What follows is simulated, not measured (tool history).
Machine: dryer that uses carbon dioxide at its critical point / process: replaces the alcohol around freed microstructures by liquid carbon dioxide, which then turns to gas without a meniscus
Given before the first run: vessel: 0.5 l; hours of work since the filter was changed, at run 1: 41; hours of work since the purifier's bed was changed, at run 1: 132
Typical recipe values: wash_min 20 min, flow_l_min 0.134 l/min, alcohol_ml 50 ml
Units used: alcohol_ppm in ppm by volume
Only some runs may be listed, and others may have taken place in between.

run	hour	wash_min	flow_l_min	alcohol_ml	hours of work since the filter was changed	hours of work since the purifier's bed was changed	alcohol_ppm
1	0	20	0.134	50	41	132	1900
2	17.9	20	0.134	50	54	145	1860
3	31.5	20	0.134	50	63	154	1878
4	49.4	20	0.134	40	76	167	1601
5	69.4	20	0.134	50	91	182	1988
6	90.8	20	0.134	91	106	198	3681
7	113.5	20	0.134	91	123	214	3670
8	133.7	20	0.134	91	138	229	3762
9	148.2	20	0.134	50	148	239	2124
10	171	20	0.134	50	165	256	2191
11	191.2	20	0.134	50	179	270	2161
12	208.3	20	0.134	50	192	283	2212
13	231.6	20	0.134	37	209	300	1700
14	248.6	12	0.134	50	221	312	9866
15	273.2	12	0.134	58	239	330	12151
16	297.2	20	0.134	50	256	347	2287
17	313.9	20	0.199	50	268	359	432
18	327.8	20	0.134	50	278	369	2421
19	341.1	20	0.134	50	288	379	2414
# hour 355.2: inlet filter changed
20	357.4	20	0.134	50	2	390	1770
21	371.7	20	0.134	50	12	401	1805
22	383.4	20	0.134	50	20	409	1843
23	404.1	22	0.192	50	35	424	220
24	422.9	18	0.129	21	49	438	1348
25	443.1	18	0.129	30	64	452	1920
26	463.5	28	0.132	50	79	467	475
27	485.8	28	0.132	50	95	483	472
28	501.8	14	0.105	46	106	495	10620
29	512.7	17	0.105	46	114	503	6839
30	530.4	24	0.176	21	127	516	140
31	550	24	0.176	78	141	530	394
32	570.4	20	0.218	32	156	545	161
33	581.4	20	0.218	32	164	553	163
34	597	26	0.218	35	175	564	63
35	623.7	20	0.088	64	195	583	10115
36	635.8	19	0.134	50	204	592	2699
37	648.9	31	0.134	40	213	602	266
38	669.1	31	0.134	76	228	616	487
39	688.7	18	0.141	35	242	630	2003

Alternative continuations, all from the tool just after run 39; predict every row:
A	705	17	0.134	50	254	642	?
B	705	18	0.134	50	254	642	?
C	705	26	0.134	50	254	642	?

run	alcohol_ppm
A	4075
B	3368
C	805
Had the tool no hidden state, the same runs would have come out as:
run	alcohol_ppm
A	3186
B	2590
C	531

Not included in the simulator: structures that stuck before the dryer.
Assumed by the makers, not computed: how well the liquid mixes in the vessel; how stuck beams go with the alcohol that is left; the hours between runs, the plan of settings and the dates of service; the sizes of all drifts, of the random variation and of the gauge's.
